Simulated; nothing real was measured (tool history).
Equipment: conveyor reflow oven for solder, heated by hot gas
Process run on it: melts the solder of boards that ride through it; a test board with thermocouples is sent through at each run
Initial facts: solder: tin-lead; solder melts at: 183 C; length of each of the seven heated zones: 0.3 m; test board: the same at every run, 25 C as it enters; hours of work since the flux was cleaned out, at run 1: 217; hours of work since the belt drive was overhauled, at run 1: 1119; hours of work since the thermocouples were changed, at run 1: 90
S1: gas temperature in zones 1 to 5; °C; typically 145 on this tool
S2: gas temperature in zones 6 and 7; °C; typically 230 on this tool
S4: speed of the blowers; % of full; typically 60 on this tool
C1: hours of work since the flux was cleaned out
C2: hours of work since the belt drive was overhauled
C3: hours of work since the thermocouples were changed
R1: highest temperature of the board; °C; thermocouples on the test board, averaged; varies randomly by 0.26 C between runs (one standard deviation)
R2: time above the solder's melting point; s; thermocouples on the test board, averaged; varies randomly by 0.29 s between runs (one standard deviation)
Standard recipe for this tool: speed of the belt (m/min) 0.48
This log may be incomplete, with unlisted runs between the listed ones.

Run 1, hour 0: usual settings; C1 217; C2 1119; C3 90. Result: R1 210.9 °C, R2 54.4 s.
Run 2, hour 61.7: usual settings; C1 264; C2 1166; C3 137. Result: R1 210.8 °C, R2 53 s.
Run 3, hour 106.7: usual settings; C1 298; C2 1200; C3 172. Result: R1 210.3 °C, R2 53.3 s.
At hour 127.4: belt drive overhauled, speed set with a stopwatch.
At hour 136.3: flux residue cleaned out of gas plates and filters.
Run 4, hour 154.4: usual settings; C1 14; C2 17; C3 201. Result: R1 208.8 °C, R2 49.2 s.
Run 5, hour 215.8: usual settings; C1 60; C2 63; C3 248. Result: R1 208.5 °C, R2 49 s.
Run 6, hour 264.9: usual settings but S2 228 °C; C1 98; C2 101; C3 285. Result: R1 206.5 °C, R2 47.6 s.
Run 7, hour 331.7: usual settings but S2 228 °C; C1 149; C2 151; C3 336. Result: R1 206.3 °C, R2 46.9 s.
Run 8, hour 400.7: usual settings but S2 228 °C; C1 201; C2 204; C3 388. Result: R1 206 °C, R2 46.4 s.
Run 9, hour 435.1: usual settings but S2 228 °C; C1 227; C2 230; C3 414. Result: R1 205.7 °C, R2 46.3 s.
Run 10, hour 486.2: usual settings but speed of the belt (m/min) 0.525; C1 266; C2 269; C3 453. Result: R1 203.4 °C, R2 39.5 s.
At hour 497.3: flux residue cleaned out of gas plates and filters, once more.
Run 11, hour 553: usual settings but S2 221 °C; C1 42; C2 316; C3 500. Result: R1 204.7 °C, R2 46.5 s.
Run 12, hour 616.5: usual settings; C1 91; C2 364; C3 549. Result: R1 211.7 °C, R2 53.2 s.
Run 13, hour 663.3: usual settings; C1 126; C2 400; C3 584. Result: R1 211.3 °C, R2 53.2 s.
Run 14, hour 712.2: usual settings but S2 225 °C; C1 163; C2 437; C3 621. Result: R1 207 °C, R2 48.7 s.
Run 15, hour 772.4: usual settings but S2 225 °C; C1 209; C2 483; C3 667. Result: R1 207 °C, R2 48.5 s.
Run 16, hour 809.3: usual settings but S1 139 °C, speed of the belt (m/min) 0.504; C1 237; C2 511; C3 695. Result: R1 207.1 °C, R2 44 s.
Run 17, hour 855.8: usual settings but S1 151 °C, speed of the belt (m/min) 0.399; C1 273; C2 546; C3 730. Result: R1 217.5 °C, R2 75.2 s.
At hour 891.5: thermocouples of zones 6 and 7 changed.
At hour 919.3: flux residue cleaned out of gas plates and filters.
Run 18, hour 926.5: usual settings but S1 150 °C, S2 239 °C, speed of the belt (m/min) 0.432, S4 53 % of full; C1 5; C2 595; C3 23. Result: R1 221.2 °C, R2 71.3 s.
Run 19, hour 979.9: usual settings but S1 143 °C, speed of the belt (m/min) 0.414; C1 46; C2 635; C3 63. Result: R1 214.8 °C, R2 66.8 s.
Run 20, hour 1031.5: usual settings but S1 143 °C, speed of the belt (m/min) 0.482, S4 78 % of full; C1 85; C2 674; C3 103. Result: R1 215.1 °C, R2 56.5 s.
Run 21, hour 1061.9: usual settings but S1 155 °C, speed of the belt (m/min) 0.482, S4 78 % of full; C1 108; C2 697; C3 126. Result: R1 217 °C, R2 64.1 s.
Run 22, hour 1096.5: usual settings but S1 155 °C, speed of the belt (m/min) 0.482, S4 78 % of full; C1 135; C2 724; C3 152. Result: R1 217 °C, R2 63.7 s.
Run 23, hour 1125: usual settings but S1 141 °C, S4 76 % of full; C1 156; C2 745; C3 174. Result: R1 214.1 °C, R2 55.3 s.
Run 24, hour 1181.5: usual settings but S1 148 °C, S2 223 °C, speed of the belt (m/min) 0.469; C1 199; C2 788; C3 217. Result: R1 206.2 °C, R2 51.2 s.
Run 25, hour 1218.1: usual settings but S1 149 °C, S2 231 °C, speed of the belt (m/min) 0.437, S4 68 % of full; C1 227; C2 816; C3 244. Result: R1 216.9 °C, R2 67 s.
Run 26, hour 1256: usual settings but S1 149 °C, S2 231 °C, speed of the belt (m/min) 0.437, S4 68 % of full; C1 256; C2 845; C3 273. Result: R1 217.2 °C, R2 67 s.
Run 27, hour 1295.6: usual settings but S1 149 °C, S2 231 °C, speed of the belt (m/min) 0.519, S4 84 % of full; C1 286; C2 875; C3 303. Result: R1 214.7 °C, R2 54.8 s.
Run 28, hour 1328.2: usual settings but S1 149 °C, S2 231 °C, speed of the belt (m/min) 0.519, S4 84 % of full; C1 311; C2 900; C3 328. Result: R1 214.4 °C, R2 54.9 s.
At hour 1338: flux residue cleaned out of gas plates and filters.
Run 29, hour 1365.8: usual settings but S1 149 °C, S2 231 °C, speed of the belt (m/min) 0.519, S4 84 % of full; C1 21; C2 925; C3 353. Result: R1 217 °C, R2 56.7 s.
Run 30, hour 1410.5: usual settings but S1 149 °C, S2 231 °C, speed of the belt (m/min) 0.519, S4 84 % of full; C1 55; C2 959; C3 387. Result: R1 216.9 °C, R2 56.7 s.

Alternative continuations, all from the tool just after run 30; predict every row:
Run A, hour 1456.1: usual settings but S1 143 °C, S2 231 °C, speed of the belt (m/min) 0.579, S4 84 % of full; C1 90; C2 993; C3 422. Result: R1 ?, R2 ?.
Run B, hour 1456.1: usual settings but S2 219 °C, speed of the belt (m/min) 0.454; C1 90; C2 993; C3 422. Result: R1 ?, R2 ?.
Run C, hour 1456.1: usual settings but S2 235 °C; C1 90; C2 993; C3 422. Result: R1 ?, R2 ?.
Run D, hour 1456.1: usual settings but S1 151 °C, S2 231 °C, speed of the belt (m/min) 0.519, S4 84 % of full; C1 90; C2 993; C3 422. Result: R1 ?, R2 ?.

run     R1    R2
  A    212    45
  B  204.4  50.4
  C  215.7  58.6
  D  216.9  57.4
With no hidden state in the tool, these same runs would have given:
run     R1    R2
  A  211.9  43.8
  B  204.1  48.7
  C  215.3  56.8
  D  216.8  55.8

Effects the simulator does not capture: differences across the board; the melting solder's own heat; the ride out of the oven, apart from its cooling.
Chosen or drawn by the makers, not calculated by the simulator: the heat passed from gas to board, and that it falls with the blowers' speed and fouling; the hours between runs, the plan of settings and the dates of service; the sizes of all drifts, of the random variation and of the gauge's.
